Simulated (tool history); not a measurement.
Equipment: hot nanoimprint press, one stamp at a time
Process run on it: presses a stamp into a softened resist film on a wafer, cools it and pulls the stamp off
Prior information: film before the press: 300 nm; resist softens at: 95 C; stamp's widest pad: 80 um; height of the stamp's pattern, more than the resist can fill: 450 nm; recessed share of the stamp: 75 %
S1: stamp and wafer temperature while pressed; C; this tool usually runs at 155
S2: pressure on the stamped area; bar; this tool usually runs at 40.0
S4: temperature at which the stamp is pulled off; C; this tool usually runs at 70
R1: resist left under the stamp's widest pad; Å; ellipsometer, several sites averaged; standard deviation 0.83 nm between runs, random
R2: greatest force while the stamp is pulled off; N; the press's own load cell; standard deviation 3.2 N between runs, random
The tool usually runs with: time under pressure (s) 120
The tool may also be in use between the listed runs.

Run 1, hour 0.0: usual settings. Result: R1 1699 Å, R2 158 N.
Run 2, hour 8.2: usual settings but S2 30.7 bar. Result: R1 1862 Å, R2 164 N.
Run 3, hour 16.8: usual settings. Result: R1 1687 Å, R2 155 N.
Run 4, hour 20.5: usual settings but time under pressure (s) 209. Result: R1 1377 Å, R2 158 N.
Run 5, hour 29.3: usual settings but time under pressure (s) 60. Result: R1 2081 Å, R2 155 N.
Run 6, hour 34.3: usual settings but S2 43.1 bar. Result: R1 1646 Å, R2 152 N.
Run 7, hour 41.6: usual settings but S2 40.9 bar. Result: R1 1662 Å, R2 152 N.
Run 8, hour 49.3: usual settings but S2 40.9 bar, S4 68 C. Result: R1 1676 Å, R2 160 N.
Run 9, hour 56.3: usual settings but S2 40.9 bar, S4 68 C. Result: R1 1663 Å, R2 160 N.
Run 10, hour 62.1: usual settings but S2 40.9 bar, S4 68 C. Result: R1 1658 Å, R2 159 N.
Run 11, hour 67.1: usual settings but S2 40.9 bar, S4 68 C. Result: R1 1669 Å, R2 161 N.
At hour 78.9: stamp cleaned and given a new release coat.
Run 12, hour 79.4: usual settings but S1 150 C. Result: R1 2112 Å, R2 150 N.
Run 13, hour 85.3: usual settings. Result: R1 1668 Å, R2 158 N.
Run 14, hour 91.0: usual settings. Result: R1 1689 Å, R2 153 N.
Run 15, hour 99.5: usual settings. Result: R1 1689 Å, R2 158 N.
Run 16, hour 103.8: usual settings. Result: R1 1688 Å, R2 156 N.
Run 17, hour 110.1: usual settings but S2 31.5 bar, S4 73 C. Result: R1 1834 Å, R2 146 N.
Run 18, hour 116.6: usual settings but S2 31.5 bar, S4 73 C. Result: R1 1823 Å, R2 146 N.
Run 19, hour 122.4: usual settings but S2 31.5 bar, S4 73 C. Result: R1 1831 Å, R2 141 N.
Run 20, hour 130.0: usual settings but S2 26.3 bar. Result: R1 1954 Å, R2 153 N.
Run 21, hour 136.2: usual settings but S2 26.3 bar. Result: R1 1935 Å, R2 152 N.
Run 22, hour 140.8: usual settings but S1 152 C, S2 37.4 bar, S4 62 C. Result: R1 1997 Å, R2 173 N.
Run 23, hour 147.2: usual settings but S1 152 C, S2 37.4 bar, S4 62 C. Result: R1 1988 Å, R2 179 N.
Run 24, hour 155.2: usual settings but S1 152 C, S2 37.4 bar, time under pressure (s) 90, S4 69 C. Result: R1 2142 Å, R2 156 N.
Run 25, hour 164.3: usual settings but S1 143 C, S2 30.0 bar, time under pressure (s) 128, S4 56 C. Result: R1 2733 Å, R2 198 N.
Run 26, hour 169.6: usual settings but S2 55.6 bar, time under pressure (s) 151, S4 64 C. Result: R1 1358 Å, R2 167 N.
Run 27, hour 174.0: usual settings but S1 157 C, S2 56.1 bar, time under pressure (s) 150, S4 57 C. Result: R1 1208 Å, R2 192 N.
Run 28, hour 182.0: usual settings but S2 29.7 bar. Result: R1 1874 Å, R2 152 N.
Run 29, hour 189.1: usual settings but S1 161 C, S4 69 C. Result: R1 1229 Å, R2 163 N.

Below are 5 alternative next runs, each starting from the tool's condition after run 29. Predict each:
Run A, hour 196.5: usual settings but time under pressure (s) 161. Result: R1 ?, R2 ?.
Run B, hour 196.5: usual settings but S1 161 C, S4 74 C. Result: R1 ?, R2 ?.
Run C, hour 196.5: usual settings but S1 161 C, time under pressure (s) 70, S4 69 C. Result: R1 ?, R2 ?.
Run D, hour 196.5: usual settings but S2 40.9 bar, time under pressure (s) 100, S4 68 C. Result: R1 ?, R2 ?.
Run E, hour 196.5: usual settings but S2 60.1 bar. Result: R1 ?, R2 ?.

run    R1   R2
  A  1532  155
  B  1218  140
  C  1505  160
  D  1754  163
  E  1426  155
Without the tool's hidden state the same runs would have given:
run    R1   R2
  A  1528  154
  B  1215  139
  C  1502  159
  D  1750  162
  E  1422  155

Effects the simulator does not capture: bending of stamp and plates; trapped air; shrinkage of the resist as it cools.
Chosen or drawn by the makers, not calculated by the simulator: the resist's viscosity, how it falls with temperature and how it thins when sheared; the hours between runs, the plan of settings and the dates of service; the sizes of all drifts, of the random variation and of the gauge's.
